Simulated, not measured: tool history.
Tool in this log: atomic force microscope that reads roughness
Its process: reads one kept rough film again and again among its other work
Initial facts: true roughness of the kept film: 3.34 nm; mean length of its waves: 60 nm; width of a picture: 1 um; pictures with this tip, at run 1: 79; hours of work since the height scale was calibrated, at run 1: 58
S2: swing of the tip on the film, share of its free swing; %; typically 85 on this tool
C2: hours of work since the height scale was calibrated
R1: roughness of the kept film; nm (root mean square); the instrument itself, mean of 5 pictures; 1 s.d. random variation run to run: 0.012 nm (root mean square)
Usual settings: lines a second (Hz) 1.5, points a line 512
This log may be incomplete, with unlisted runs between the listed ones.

run 1 hour=0 | lines_a_second_(Hz)=1.5 S2=85 points_a_line=512 | pictures_with_this_tip=79 C2=58 | R1=2.727
run 2 hour=5.1 | lines_a_second_(Hz)=1.99 S2=85 points_a_line=512 | pictures_with_this_tip=87 C2=61 | R1=2.592
run 3 hour=15.4 | lines_a_second_(Hz)=1.99 S2=85 points_a_line=512 | pictures_with_this_tip=104 C2=66 | R1=2.574
run 4 hour=27.3 | lines_a_second_(Hz)=1.99 S2=85 points_a_line=512 | pictures_with_this_tip=124 C2=73 | R1=2.568
run 5 hour=32.5 | lines_a_second_(Hz)=1.5 S2=85 points_a_line=886 | pictures_with_this_tip=133 C2=75 | R1=2.713
run 6 hour=38.1 | lines_a_second_(Hz)=1.5 S2=85 points_a_line=886 | pictures_with_this_tip=142 C2=78 | R1=2.733
run 7 hour=46.7 | lines_a_second_(Hz)=1.5 S2=85 points_a_line=886 | pictures_with_this_tip=156 C2=83 | R1=2.702
run 8 hour=53 | lines_a_second_(Hz)=1.82 S2=85 points_a_line=512 | pictures_with_this_tip=167 C2=86 | R1=2.648
run 9 hour=59.9 | lines_a_second_(Hz)=1.5 S2=85 points_a_line=735 | pictures_with_this_tip=178 C2=90 | R1=2.716
run 10 hour=67 | lines_a_second_(Hz)=1.22 S2=85 points_a_line=735 | pictures_with_this_tip=190 C2=94 | R1=2.793
run 11 hour=77.8 | lines_a_second_(Hz)=2.6 S2=85 points_a_line=512 | pictures_with_this_tip=208 C2=100 | R1=2.452
run 12 hour=88.3 | lines_a_second_(Hz)=2.6 S2=85 points_a_line=512 | pictures_with_this_tip=225 C2=105 | R1=2.431
run 13 hour=97.1 | lines_a_second_(Hz)=1.5 S2=85 points_a_line=512 | pictures_with_this_tip=240 C2=110 | R1=2.719
run 14 hour=105.7 | lines_a_second_(Hz)=1.5 S2=85 points_a_line=278 | pictures_with_this_tip=254 C2=115 | R1=2.724
run 15 hour=111 | lines_a_second_(Hz)=1.5 S2=85 points_a_line=512 | pictures_with_this_tip=263 C2=118 | R1=2.702
run 16 hour=121.1 | lines_a_second_(Hz)=1.5 S2=79 points_a_line=512 | pictures_with_this_tip=279 C2=123 | R1=2.843
-- hour=127.5 new tip fitted
run 17 hour=132.9 | lines_a_second_(Hz)=1.5 S2=85 points_a_line=512 | pictures_with_this_tip=9 C2=129 | R1=2.717
run 18 hour=143.4 | lines_a_second_(Hz)=1.5 S2=74 points_a_line=512 | pictures_with_this_tip=26 C2=135 | R1=2.919
run 19 hour=152.5 | lines_a_second_(Hz)=3.22 S2=88 points_a_line=512 | pictures_with_this_tip=42 C2=140 | R1=2.21
run 20 hour=157.5 | lines_a_second_(Hz)=1.21 S2=71 points_a_line=700 | pictures_with_this_tip=50 C2=142 | R1=2.988
run 21 hour=169.5 | lines_a_second_(Hz)=1.21 S2=71 points_a_line=700 | pictures_with_this_tip=70 C2=149 | R1=2.989
run 22 hour=178.3 | lines_a_second_(Hz)=2.42 S2=79 points_a_line=279 | pictures_with_this_tip=84 C2=153 | R1=2.618
run 23 hour=184.9 | lines_a_second_(Hz)=2.42 S2=79 points_a_line=279 | pictures_with_this_tip=95 C2=157 | R1=2.654
run 24 hour=195.7 | lines_a_second_(Hz)=3.29 S2=86 points_a_line=673 | pictures_with_this_tip=113 C2=163 | R1=2.271
run 25 hour=201 | lines_a_second_(Hz)=0.69 S2=85 points_a_line=512 | pictures_with_this_tip=122 C2=166 | R1=2.997
run 26 hour=211.3 | lines_a_second_(Hz)=0.69 S2=56 points_a_line=512 | pictures_with_this_tip=139 C2=171 | R1=3.164
run 27 hour=218.5 | lines_a_second_(Hz)=1.5 S2=84 points_a_line=559 | pictures_with_this_tip=151 C2=175 | R1=2.758
run 28 hour=226.3 | lines_a_second_(Hz)=1.5 S2=84 points_a_line=559 | pictures_with_this_tip=164 C2=179 | R1=2.72
run 29 hour=236.7 | lines_a_second_(Hz)=0.91 S2=85 points_a_line=512 | pictures_with_this_tip=181 C2=185 | R1=2.888
run 30 hour=242.7 | lines_a_second_(Hz)=0.79 S2=85 points_a_line=512 | pictures_with_this_tip=191 C2=188 | R1=2.919
run 31 hour=251.7 | lines_a_second_(Hz)=0.79 S2=85 points_a_line=512 | pictures_with_this_tip=206 C2=193 | R1=2.932
run 32 hour=257.8 | lines_a_second_(Hz)=2.49 S2=85 points_a_line=512 | pictures_with_this_tip=216 C2=196 | R1=2.471
run 33 hour=264.7 | lines_a_second_(Hz)=1.5 S2=60 points_a_line=512 | pictures_with_this_tip=228 C2=200 | R1=3.055

5 ways to go on from here, each from the tool as it stands after run 33. What would each give?
run A hour=272.5 | lines_a_second_(Hz)=3.6 S2=77 points_a_line=526 | pictures_with_this_tip=240 C2=204 | R1=?
run B hour=272.5 | lines_a_second_(Hz)=3.76 S2=76 points_a_line=437 | pictures_with_this_tip=240 C2=204 | R1=?
run C hour=272.5 | lines_a_second_(Hz)=1.13 S2=86 points_a_line=605 | pictures_with_this_tip=240 C2=204 | R1=?
run D hour=272.5 | lines_a_second_(Hz)=1.5 S2=79 points_a_line=662 | pictures_with_this_tip=240 C2=204 | R1=?
run E hour=272.5 | lines_a_second_(Hz)=2.57 S2=74 points_a_line=930 | pictures_with_this_tip=240 C2=204 | R1=?

run=A R1=2.468
run=B R1=2.486
run=C R1=2.807
run=D R1=2.828
run=E R1=2.725
Had the tool no hidden state, the same runs would have come out as:
run=A R1=2.473
run=B R1=2.491
run=C R1=2.812
run=D R1=2.833
run=E R1=2.73

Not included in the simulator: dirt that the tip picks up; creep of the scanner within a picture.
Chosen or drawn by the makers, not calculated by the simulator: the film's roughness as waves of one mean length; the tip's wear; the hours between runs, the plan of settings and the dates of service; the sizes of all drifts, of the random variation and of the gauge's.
